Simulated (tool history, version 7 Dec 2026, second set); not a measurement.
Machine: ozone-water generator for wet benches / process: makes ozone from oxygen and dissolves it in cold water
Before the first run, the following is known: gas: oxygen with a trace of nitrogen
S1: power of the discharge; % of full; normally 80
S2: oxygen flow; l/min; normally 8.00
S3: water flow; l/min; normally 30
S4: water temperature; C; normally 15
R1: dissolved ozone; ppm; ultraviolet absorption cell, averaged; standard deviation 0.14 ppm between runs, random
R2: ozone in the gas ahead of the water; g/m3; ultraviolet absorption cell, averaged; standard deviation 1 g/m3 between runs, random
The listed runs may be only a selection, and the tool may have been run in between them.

run   hour  S1     S2  S3  S4    R1     R2
  1    0.0  80   8.00  30  15  14.6  172.1
  2   22.3  80   8.00  30  15  14.7  169.7
  3   51.4  80   8.00  34  15  13.1  171.7
  4   66.3  80   8.00  34  15  13.2  171.0
  5   87.2  41   8.00  30  15   9.3  109.8
  6  117.2  41   8.00  30  15   9.8  111.0
  7  136.4  41   8.00  30  15   9.6  113.5
  8  151.8  41   8.00  30  15   9.6  110.9
  9  167.3  41   8.00  30  15   9.5  110.8
 10  182.4  41   8.00  30  15   9.2  110.3
 11  198.0  41   8.00  30  15   9.4  110.6
 12  210.5  41   8.00  30  15   9.8  108.9
 13  228.9  80   8.00  19  15  20.5  172.5
 14  248.4  89   8.00  30  15  15.5  182.6
 15  269.2  80   8.00  30  15  14.4  173.4
 16  286.4  80   8.00  30  15  14.6  172.2
 17  311.4  80   8.00  30  15  14.5  171.2
 18  339.9  80   8.00  30  15  14.7  169.2
 19  353.5  80   8.00  30  15  14.3  171.4
 20  381.4  88   8.00  21  21  18.3  181.6
 21  401.9  88   8.00  21  21  18.1  180.4
 22  428.5  83   5.53  34  21  12.3  213.7
 23  451.6  80   8.00  30  13  15.0  170.6
 24  480.9  56   6.76  30  13  11.5  150.0
 25  504.9  81  13.97  24  15  16.2  127.9
 26  532.6  57  13.97  24  17  12.5  101.0
 27  556.7  57  13.97  24  17  12.6  100.8
 28  586.8  80   4.71  30   8  14.9  228.0
 29  613.3  56   7.70  30  23  10.2  138.3
 30  628.9  56   7.70  30  23  10.2  139.4
 31  643.4  78   4.46  30  18  13.1  230.1
 32  672.2  78   4.46  30  18  13.3  230.4
 33  693.4  78  12.05  29  17  14.1  134.1

Below are 4 alternative next runs, each starting from the tool's condition after run 33. Predict each:
  A  718.2  78  12.05  38  19   ?   ?
  B  718.2  78   4.66  29  17   ?   ?
  C  718.2  80   8.00  35  15   ?   ?
  D  718.2  67  12.05  29  17   ?   ?

run    R1     R2
  A  11.0  133.9
  B  13.6  222.6
  C  12.6  170.5
  D  12.7  120.0
Stripped of hidden state, with their random variation kept, the same runs would have yielded:
run    R1     R2
  A  11.7  137.3
  B  14.4  228.4
  C  13.3  175.0
  D  13.4  122.9
